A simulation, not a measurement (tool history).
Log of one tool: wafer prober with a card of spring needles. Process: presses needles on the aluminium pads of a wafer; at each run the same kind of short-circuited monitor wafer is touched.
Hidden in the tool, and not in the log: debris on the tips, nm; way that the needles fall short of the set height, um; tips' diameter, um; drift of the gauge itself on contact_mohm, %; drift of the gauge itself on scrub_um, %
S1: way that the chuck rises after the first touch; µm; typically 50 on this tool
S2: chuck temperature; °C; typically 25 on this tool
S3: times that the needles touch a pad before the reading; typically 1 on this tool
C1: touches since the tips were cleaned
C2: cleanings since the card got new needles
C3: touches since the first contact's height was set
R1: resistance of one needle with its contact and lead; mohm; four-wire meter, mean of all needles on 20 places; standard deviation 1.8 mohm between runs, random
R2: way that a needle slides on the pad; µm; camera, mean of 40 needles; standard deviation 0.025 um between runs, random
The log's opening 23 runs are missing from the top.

run	hour	S1	S2	S3	C1	C2	C3	R1	R2
# hour 334.4: tips cleaned on abrasive film
# hour 341.2: height of the first contact set anew
24	341.8	50	42	2	2693	23	236	187	10.39
# hour 350.4: tips cleaned on abrasive film
25	352.3	50	63	1	744	24	4230	188	10.40
# hour 365.9: tips cleaned on abrasive film
26	373.2	50	63	1	2774	25	12153	189	10.42
# hour 380.2: tips cleaned on abrasive film
27	388.8	50	63	1	3292	26	18091	187	10.40
# hour 395.0: tips cleaned on abrasive film
28	398.8	50	63	1	1457	27	21887	189	10.42
# hour 409.4: tips cleaned on abrasive film
29	418.1	50	71	2	3330	28	29216	187	10.38
# hour 423.7: tips cleaned on abrasive film
30	427.9	45	34	1	1609	29	32909	185	9.35
# hour 439.1: tips cleaned on abrasive film
31	441.8	53	34	1	1053	30	38212	182	11.03
# hour 454.2: tips cleaned on abrasive film
32	456.7	58	25	1	955	31	43872	178	12.05

Branching from run 32: 3 alternative next runs. What would each branch give?
# hour 468.5: tips cleaned on abrasive film
A	475.8	33	53	2	2801	32	51130	?	?
# hour 468.5: tips cleaned on abrasive film
B	475.8	58	25	3	2801	32	51130	?	?
# hour 468.5: tips cleaned on abrasive film
C	475.8	35	27	1	2801	32	51130	?	?

run	R1	R2
A	200	6.86
B	176	12.04
C	189	7.32
The same runs, with their run-to-run variation unchanged, on a tool lacking any hidden condition would have given:
run	R1	R2
A	200	6.86
B	176	12.04
C	189	7.32
